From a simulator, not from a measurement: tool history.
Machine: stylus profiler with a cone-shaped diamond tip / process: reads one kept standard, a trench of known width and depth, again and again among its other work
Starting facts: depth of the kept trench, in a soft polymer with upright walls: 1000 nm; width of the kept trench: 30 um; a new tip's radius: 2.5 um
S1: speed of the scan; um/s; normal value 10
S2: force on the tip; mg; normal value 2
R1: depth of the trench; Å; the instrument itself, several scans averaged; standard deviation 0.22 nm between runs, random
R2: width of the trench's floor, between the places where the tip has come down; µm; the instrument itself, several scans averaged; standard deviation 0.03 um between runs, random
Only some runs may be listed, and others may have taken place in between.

{"run": 1, "hour": 0.0, "S1": 10, "S2": 2, "R1": 10080.8, "R2": 25.7}
{"run": 2, "hour": 33.1, "S1": 10, "S2": 2, "R1": 10085.9, "R2": 25.7}
{"run": 3, "hour": 59.3, "S1": 10, "S2": 2, "R1": 10087, "R2": 25.65}
{"run": 4, "hour": 84.0, "S1": 10, "S2": 2, "R1": 10084.5, "R2": 25.6}
{"run": 5, "hour": 102.1, "S1": 39, "S2": 2, "R1": 10084.6, "R2": 25.38}
{"run": 6, "hour": 142.9, "S1": 39, "S2": 2, "R1": 10080.3, "R2": 25.51}
{"run": 7, "hour": 171.2, "S1": 39, "S2": 2, "R1": 10087.2, "R2": 25.45}
{"run": 8, "hour": 192.7, "S1": 10, "S2": 2, "R1": 10088.1, "R2": 25.63}
{"run": 9, "hour": 222.2, "S1": 10, "S2": 2, "R1": 10085.4, "R2": 25.62}
{"run": 10, "hour": 245.5, "S1": 10, "S2": 2, "R1": 10088.7, "R2": 25.59}
{"run": 11, "hour": 287.6, "S1": 10, "S2": 2, "R1": 10089.7, "R2": 25.58}
{"run": 12, "hour": 322.4, "S1": 10, "S2": 2, "R1": 10086.9, "R2": 25.55}
{"run": 13, "hour": 339.9, "S1": 10, "S2": 2, "R1": 10088.4, "R2": 25.55}
{"run": 14, "hour": 363.5, "S1": 10, "S2": 2, "R1": 10092.7, "R2": 25.56}
{"run": 15, "hour": 389.8, "S1": 10, "S2": 2, "R1": 10090.3, "R2": 25.52}
{"run": 16, "hour": 427.1, "S1": 7, "S2": 2.69, "R1": 10102.5, "R2": 25.48}
{"run": 17, "hour": 446.5, "S1": 21, "S2": 0.82, "R1": 10053.9, "R2": 25.38}
{"run": 18, "hour": 468.5, "S1": 21, "S2": 0.82, "R1": 10052.3, "R2": 25.36}
{"run": 19, "hour": 506.4, "S1": 21, "S2": 0.82, "R1": 10055.2, "R2": 25.33}
{"run": 20, "hour": 525.5, "S1": 21, "S2": 0.82, "R1": 10057.7, "R2": 25.25}
{"run": 21, "hour": 556.0, "S1": 14, "S2": 3.86, "R1": 10138.5, "R2": 25.45}
{"run": 22, "hour": 599.4, "S1": 14, "S2": 3.86, "R1": 10124.9, "R2": 25.46}
{"run": 23, "hour": 631.5, "S1": 4, "S2": 3.68, "R1": 10125.6, "R2": 25.46}
{"run": 24, "hour": 669.1, "S1": 4, "S2": 3.68, "R1": 10124, "R2": 25.45}
{"run": 25, "hour": 699.5, "S1": 13, "S2": 2.17, "R1": 10091.7, "R2": 25.36}
{"run": 26, "hour": 735.9, "S1": 7, "S2": 1.87, "R1": 10079.2, "R2": 25.42}
{"run": 27, "hour": 760.3, "S1": 27, "S2": 1.15, "R1": 10057.6, "R2": 25.16}
{"run": 28, "hour": 780.8, "S1": 3, "S2": 1.06, "R1": 10058.8, "R2": 25.37}
{"run": 29, "hour": 804.4, "S1": 5, "S2": 1.29, "R1": 10060, "R2": 25.38}
{"run": 30, "hour": 846.5, "S1": 10, "S2": 1.59, "R1": 10075.1, "R2": 25.34}

Taken out of this log: 2 entries between the listed runs. Where each belongs, and how the hidden state differs across it:
Run 20 -> run 21: height scale calibrated on a step standard (hour 529.2)
  radius of the tip, um: 2.99 -> 3; height scale over the true one, %: 0.131 -> 0.182
  measured value less the no-hidden-state value, R1: +13.2 -> +18.3 Å; R2: -0.46 -> -0.47 µm
Run 21 -> run 22: height scale calibrated on a step standard, once more (hour 592.6)
  radius of the tip, um: 3 -> 3.02; height scale over the true one, %: 0.182 -> 0.053
  measured value less the no-hidden-state value, R1: +18.3 -> +5.3 Å; R2: -0.47 -> -0.49 µm
